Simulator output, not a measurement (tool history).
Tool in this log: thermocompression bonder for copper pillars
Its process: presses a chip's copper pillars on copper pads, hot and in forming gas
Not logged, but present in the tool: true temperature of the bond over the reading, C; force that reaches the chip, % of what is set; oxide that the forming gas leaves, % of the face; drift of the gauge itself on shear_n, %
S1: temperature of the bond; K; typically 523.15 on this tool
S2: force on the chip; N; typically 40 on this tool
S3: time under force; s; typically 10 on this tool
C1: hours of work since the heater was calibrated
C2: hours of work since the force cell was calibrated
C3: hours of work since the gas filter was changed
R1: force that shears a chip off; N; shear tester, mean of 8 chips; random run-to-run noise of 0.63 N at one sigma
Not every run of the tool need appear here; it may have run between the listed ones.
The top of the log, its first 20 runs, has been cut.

run,day,S1,S2,S3,C1,C2,C3,R1
21,13.158,523.15,40,10,578,833,20,34.4
22,13.688,523.15,52,25,584,839,26,57.8
23,14.371,509.15,31,25,592,847,34,34.9
24,15,553.15,32,6,599,854,41,32.3
25,15.671,553.15,32,6,607,862,48,32.3
26,16.408,553.15,32,6,615,871,57,32.5
27,16.8,538.15,34,10,620,875,61,36.1
28,17.483,547.15,43,13,628,883,69,50.1
29,18.204,517.15,43,9,636,891,78,31.1
30,19.133,535.15,27,5,647,902,88,21.1
31,19.658,535.15,38,5,653,908,94,27.6
32,20.071,535.15,38,5,657,913,99,27.6
33,20.596,518.15,37,13,663,919,105,32
34,21.221,532.15,52,27,671,926,112,58.7
35,22.075,537.15,52,7,680,936,122,40.1
36,22.7,521.15,44,10,688,943,129,34.1
37,23.512,521.15,44,10,697,952,139,34.1
38,24.071,523.15,27,10,703,959,145,22.5
39,24.558,531.15,32,5,709,964,151,23
40,25.375,531.15,34,29,718,974,160,45.3
41,26.204,521.15,28,5,728,983,170,17.5

Forecast each of these 3 alternatives for the next run:
A,27.033,503.15,31,10,737,993,179,?
B,27.033,519.15,46,10,737,993,179,?
C,27.033,505.15,28,8,737,993,179,?

run,R1
A,20.6
B,33.8
C,17.8
With no hidden state in the tool, these same runs would have given:
run,R1
A,25.4
B,40.9
C,22
